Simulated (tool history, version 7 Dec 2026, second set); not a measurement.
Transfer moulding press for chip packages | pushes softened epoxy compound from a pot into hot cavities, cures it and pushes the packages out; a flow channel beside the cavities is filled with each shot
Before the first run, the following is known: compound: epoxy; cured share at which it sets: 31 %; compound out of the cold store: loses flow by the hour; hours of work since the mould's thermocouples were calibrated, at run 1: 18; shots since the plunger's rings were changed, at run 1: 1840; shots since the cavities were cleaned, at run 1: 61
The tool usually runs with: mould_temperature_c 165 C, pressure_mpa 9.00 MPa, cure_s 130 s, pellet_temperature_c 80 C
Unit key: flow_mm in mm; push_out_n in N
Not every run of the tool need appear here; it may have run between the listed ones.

| run | hour | mould_temperature_c | pressure_mpa | cure_s | pellet_temperature_c | hours of work since the mould's thermocouples were calibrated | shots since the plunger's rings were changed | shots since the cavities were cleaned | incoming compound's hours out of the cold store | flow_mm | push_out_n |
|---|---|---|---|---|---|---|---|---|---|---|---|
| 1 | 0.0 | 165 | 9.00 | 130 | 80 | 18 | 1840 | 61 | 15.3 | 515 | 235 |
| 2 | 15.3 | 165 | 9.00 | 130 | 80 | 27 | 1976 | 197 | 28.3 | 481 | 263 |
| 3 | 25.6 | 165 | 9.00 | 130 | 80 | 33 | 2068 | 289 | 25.4 | 491 | 279 |
| 4 | 39.9 | 165 | 9.00 | 130 | 80 | 41 | 2196 | 417 | 44.8 | 430 | 301 |
| 5 | 58.3 | 165 | 9.00 | 130 | 80 | 52 | 2359 | 580 | 43.9 | 442 | 321 |
| 6 | 75.5 | 165 | 9.00 | 122 | 80 | 62 | 2513 | 734 | 23.6 | 488 | 371 |
|  | 90.5 | cavities cleaned with cleaning compound and waxed |
| 7 | 94.5 | 165 | 9.00 | 130 | 80 | 73 | 2669 | 36 | 47.4 | 429 | 389 |
| 8 | 108.6 | 172 | 9.00 | 130 | 80 | 81 | 2795 | 162 | 31.0 | 449 | 345 |
| 9 | 121.2 | 172 | 9.00 | 130 | 80 | 88 | 2906 | 273 | 41.6 | 421 | 352 |
|  | 127.4 | cavities cleaned with cleaning compound and waxed, once more |
|  | 135.2 | plunger's sealing rings changed |
| 10 | 142.9 | 172 | 9.00 | 130 | 80 | 99 | 69 | 116 | 34.9 | 457 | 222 |
| 11 | 152.4 | 170 | 9.00 | 130 | 80 | 104 | 154 | 201 | 15.0 | 525 | 227 |
| 12 | 164.2 | 170 | 9.00 | 130 | 80 | 111 | 259 | 306 | 26.7 | 481 | 254 |
| 13 | 177.5 | 165 | 9.00 | 130 | 80 | 119 | 378 | 425 | 27.0 | 497 | 303 |
| 14 | 187.9 | 165 | 9.00 | 130 | 80 | 125 | 470 | 517 | 18.8 | 522 | 323 |
| 15 | 204.7 | 165 | 9.00 | 130 | 80 | 135 | 619 | 666 | 26.3 | 503 | 332 |
| 16 | 214.9 | 163 | 9.00 | 130 | 80 | 141 | 711 | 758 | 40.8 | 465 | 373 |
| 17 | 224.7 | 164 | 9.00 | 136 | 80 | 146 | 798 | 845 | 36.0 | 468 | 361 |
|  | 227.1 | cavities cleaned with cleaning compound and waxed |
| 18 | 234.4 | 164 | 9.00 | 136 | 80 | 151 | 871 | 65 | 19.2 | 519 | 229 |
| 19 | 249.5 | 159 | 9.57 | 116 | 83 | 160 | 1006 | 200 | 47.3 | 462 | 409 |
| 20 | 261.3 | 165 | 8.19 | 127 | 86 | 167 | 1111 | 305 | 42.1 | 428 | 264 |
| 21 | 274.8 | 165 | 10.68 | 128 | 86 | 175 | 1231 | 425 | 43.6 | 487 | 308 |
| 22 | 282.8 | 165 | 10.76 | 130 | 76 | 179 | 1302 | 496 | 29.5 | 524 | 311 |
| 23 | 291.9 | 162 | 7.03 | 132 | 79 | 185 | 1383 | 577 | 39.3 | 406 | 363 |
| 24 | 310.0 | 165 | 9.00 | 130 | 87 | 195 | 1544 | 738 | 27.8 | 486 | 343 |
|  | 323.5 | cavities cleaned with cleaning compound and waxed |
| 25 | 327.2 | 165 | 9.00 | 144 | 75 | 205 | 1685 | 33 | 37.4 | 464 | 209 |
| 26 | 339.5 | 164 | 9.85 | 130 | 80 | 212 | 1794 | 142 | 18.7 | 541 | 259 |
| 27 | 351.3 | 165 | 9.00 | 140 | 80 | 219 | 1899 | 247 | 37.8 | 457 | 255 |
| 28 | 366.4 | 165 | 9.28 | 122 | 74 | 228 | 2034 | 382 | 29.5 | 481 | 331 |

What if the next run were any one of these 3? Each begins from the tool's condition after run 28:
| A | 377.3 | 162 | 9.28 | 122 | 74 | 234 | 2131 | 479 | 35.6 | ? | ? |
| B | 377.3 | 165 | 10.92 | 130 | 81 | 234 | 2131 | 479 | 29.6 | ? | ? |
| C | 377.3 | 165 | 8.08 | 130 | 78 | 234 | 2131 | 479 | 11.6 | ? | ? |

| run | flow_mm | push_out_n |
|---|---|---|
| A | 479 | 380 |
| B | 529 | 314 |
| C | 507 | 323 |
What these runs would have given with no unlogged condition in the tool:
| run | flow_mm | push_out_n |
|---|---|---|
| A | 496 | 261 |
| B | 547 | 213 |
| C | 525 | 220 |
